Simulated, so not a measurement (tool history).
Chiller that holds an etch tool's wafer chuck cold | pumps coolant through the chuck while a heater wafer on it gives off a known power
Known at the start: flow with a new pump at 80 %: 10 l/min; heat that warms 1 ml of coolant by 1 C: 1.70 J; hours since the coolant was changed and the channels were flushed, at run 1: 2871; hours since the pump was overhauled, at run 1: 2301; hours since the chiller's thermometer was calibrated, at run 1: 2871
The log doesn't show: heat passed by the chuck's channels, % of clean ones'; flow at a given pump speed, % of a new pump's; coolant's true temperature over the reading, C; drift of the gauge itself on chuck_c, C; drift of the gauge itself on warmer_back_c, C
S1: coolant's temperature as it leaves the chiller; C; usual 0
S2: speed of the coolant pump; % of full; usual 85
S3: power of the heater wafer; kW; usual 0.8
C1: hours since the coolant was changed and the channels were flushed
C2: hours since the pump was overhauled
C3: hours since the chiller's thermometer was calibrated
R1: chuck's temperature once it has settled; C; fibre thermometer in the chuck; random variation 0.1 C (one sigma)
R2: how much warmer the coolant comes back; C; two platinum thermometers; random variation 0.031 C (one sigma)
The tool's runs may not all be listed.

| run | hour | S1 | S2 | S3 | C1 | C2 | C3 | R1 | R2 |
|---|---|---|---|---|---|---|---|---|---|
| 1 | 0 | 0 | 85 | 0.8 | 2871 | 2301 | 2871 | 7.4 | 2.71 |
| 2 | 74 | 0 | 85 | 0.8 | 2945 | 2375 | 2945 | 7.4 | 2.62 |
| 3 | 124.5 | 0 | 85 | 0.8 | 2996 | 2426 | 2996 | 7.6 | 2.63 |
| 4 | 156.1 | 0 | 85 | 0.8 | 3027 | 2457 | 3027 | 7.5 | 2.64 |
| 5 | 230.9 | 0 | 85 | 0.8 | 3102 | 2532 | 3102 | 7.5 | 2.66 |
| 6 | 289.3 | 0 | 76 | 0.8 | 3161 | 2590 | 3161 | 8.1 | 2.96 |
|  | 320.3 | coolant changed, channels flushed |
| 7 | 333.8 | 0 | 85 | 0.8 | 14 | 2629 | 3199 | 7.4 | 2.59 |
|  | 347.1 | chiller's thermometer calibrated |
| 8 | 370.7 | -5 | 85 | 0.8 | 49 | 2665 | 24 | 2.5 | 2.61 |
| 9 | 425.2 | -5 | 85 | 0.8 | 104 | 2719 | 78 | 2.5 | 2.65 |
| 10 | 461 | -5 | 85 | 0.8 | 140 | 2755 | 114 | 2.6 | 2.64 |
| 11 | 513.7 | -5 | 85 | 0.8 | 192 | 2808 | 167 | 2.5 | 2.58 |
| 12 | 562.6 | -5 | 85 | 0.8 | 241 | 2857 | 215 | 2.4 | 2.61 |
| 13 | 597.2 | -5 | 88 | 0.8 | 276 | 2891 | 250 | 2.5 | 2.53 |
| 14 | 641.3 | -5 | 64 | 0.8 | 320 | 2935 | 294 | 3.8 | 3.48 |
| 15 | 684.1 | -5 | 64 | 0.8 | 363 | 2978 | 337 | 3.6 | 3.49 |
| 16 | 735 | -5 | 64 | 0.8 | 414 | 3029 | 388 | 3.9 | 3.43 |
| 17 | 786.6 | 0 | 96 | 0.669 | 465 | 3081 | 440 | 5.9 | 1.87 |
| 18 | 841.8 | -9 | 95 | 0.669 | 521 | 3136 | 495 | -3 | 1.92 |
| 19 | 888.3 | 0 | 87 | 0.669 | 567 | 3182 | 541 | 6.2 | 2.11 |
| 20 | 950.3 | 0 | 73 | 0.8 | 629 | 3244 | 603 | 8.3 | 2.99 |
| 21 | 1019.2 | 8 | 85 | 0.87 | 698 | 3313 | 672 | 16.2 | 2.77 |
| 22 | 1056.8 | 1 | 92 | 1.198 | 736 | 3351 | 710 | 11.6 | 3.6 |
| 23 | 1102.7 | 2 | 83 | 0.536 | 781 | 3397 | 756 | 7.1 | 1.72 |
| 24 | 1175.9 | 2 | 83 | 0.536 | 855 | 3470 | 829 | 7.1 | 1.73 |
| 25 | 1238.8 | 2 | 83 | 0.536 | 918 | 3533 | 892 | 7.1 | 1.69 |
| 26 | 1282.1 | 2 | 99 | 0.576 | 961 | 3576 | 935 | 7.1 | 1.53 |
| 27 | 1328.8 | -4 | 73 | 0.615 | 1008 | 3623 | 982 | 2.5 | 2.21 |
| 28 | 1401.8 | 0 | 90 | 0.8 | 1081 | 3696 | 1055 | 7.3 | 2.37 |
|  | 1445.5 | coolant pump overhauled |
| 29 | 1479.5 | -7 | 62 | 0.8 | 1153 | 34 | 1127 | 2 | 3.43 |
| 30 | 1510.1 | -1 | 73 | 0.59 | 1184 | 65 | 1158 | 5 | 2.14 |
| 31 | 1548 | -1 | 73 | 0.59 | 1222 | 102 | 1196 | 4.8 | 2.11 |

4 ways to go on from here, each from the tool as it stands after run 31. What would each give?
| A | 1591.5 | 0 | 61 | 0.8 | 1265 | 146 | 1239 | ? | ? |
| B | 1591.5 | 5 | 79 | 0.411 | 1265 | 146 | 1239 | ? | ? |
| C | 1591.5 | 0 | 70 | 0.51 | 1265 | 146 | 1239 | ? | ? |
| D | 1591.5 | 6 | 65 | 0.661 | 1265 | 146 | 1239 | ? | ? |

| run | R1 | R2 |
|---|---|---|
| A | 9.1 | 3.51 |
| B | 9 | 1.34 |
| C | 5.2 | 1.91 |
| D | 13.2 | 2.73 |
Without the tool's hidden state the same runs would have given:
| run | R1 | R2 |
|---|---|---|
| A | 9.1 | 3.67 |
| B | 9 | 1.49 |
| C | 5.2 | 2.06 |
| D | 13.2 | 2.88 |
